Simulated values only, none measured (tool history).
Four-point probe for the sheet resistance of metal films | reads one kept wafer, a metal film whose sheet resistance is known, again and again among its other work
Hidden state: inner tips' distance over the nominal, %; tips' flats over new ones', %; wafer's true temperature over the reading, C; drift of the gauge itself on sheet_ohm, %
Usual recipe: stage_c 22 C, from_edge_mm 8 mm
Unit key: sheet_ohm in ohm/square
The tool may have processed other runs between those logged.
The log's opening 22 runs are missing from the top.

| run | hour | stage_c | from_edge_mm | touches since the probe head was changed | hours of work since the stage's thermometer was calibrated | sheet_ohm |
|---|---|---|---|---|---|---|
| 23 | 377.5 | 28 | 37 | 81594 | 369 | 3.002920 |
| 24 | 394.5 | 25 | 37 | 82074 | 377 | 2.998623 |
| 25 | 412.9 | 25 | 37 | 82593 | 385 | 2.997823 |
| 26 | 436.7 | 22 | 12 | 83264 | 396 | 2.996529 |
| 27 | 447.5 | 22 | 7 | 83570 | 401 | 3.004706 |
| 28 | 470.1 | 32 | 58 | 84207 | 411 | 3.008266 |
| 29 | 490.3 | 34 | 54 | 84777 | 420 | 3.012143 |
| 30 | 511.2 | 34 | 54 | 85366 | 429 | 3.013266 |
| 31 | 530.9 | 34 | 56 | 85921 | 438 | 3.012939 |
| 32 | 546.9 | 20 | 73 | 86373 | 445 | 2.986213 |
| 33 | 564.1 | 19 | 13 | 86857 | 453 | 2.988781 |
| 34 | 587.2 | 19 | 24 | 87511 | 464 | 2.984871 |
| 35 | 598.1 | 24 | 33 | 87818 | 469 | 2.994429 |
| 36 | 618.7 | 24 | 33 | 88398 | 478 | 2.994884 |
| 37 | 640.5 | 30 | 25 | 89014 | 488 | 3.005219 |
| 38 | 655.1 | 35 | 8 | 89426 | 494 | 3.023108 |
| 39 | 675.7 | 22 | 44 | 90006 | 504 | 2.989873 |
| 40 | 686.4 | 27 | 8 | 90310 | 508 | 3.009625 |

Here are 4 independent what-if runs from the current tool condition. What would each one return?
| A | 707.7 | 27 | 9 | 90911 | 518 | ? |
| B | 707.7 | 33 | 10 | 90911 | 518 | ? |
| C | 707.7 | 30 | 7 | 90911 | 518 | ? |
| D | 707.7 | 21 | 20 | 90911 | 518 | ? |

| run | sheet_ohm |
|---|---|
| A | 3.006432 |
| B | 3.017009 |
| C | 3.016731 |
| D | 2.989563 |
What these runs would have given with no unlogged condition in the tool:
| run | sheet_ohm |
|---|---|
| A | 3.027340 |
| B | 3.037969 |
| C | 3.037696 |
| D | 3.010379 |
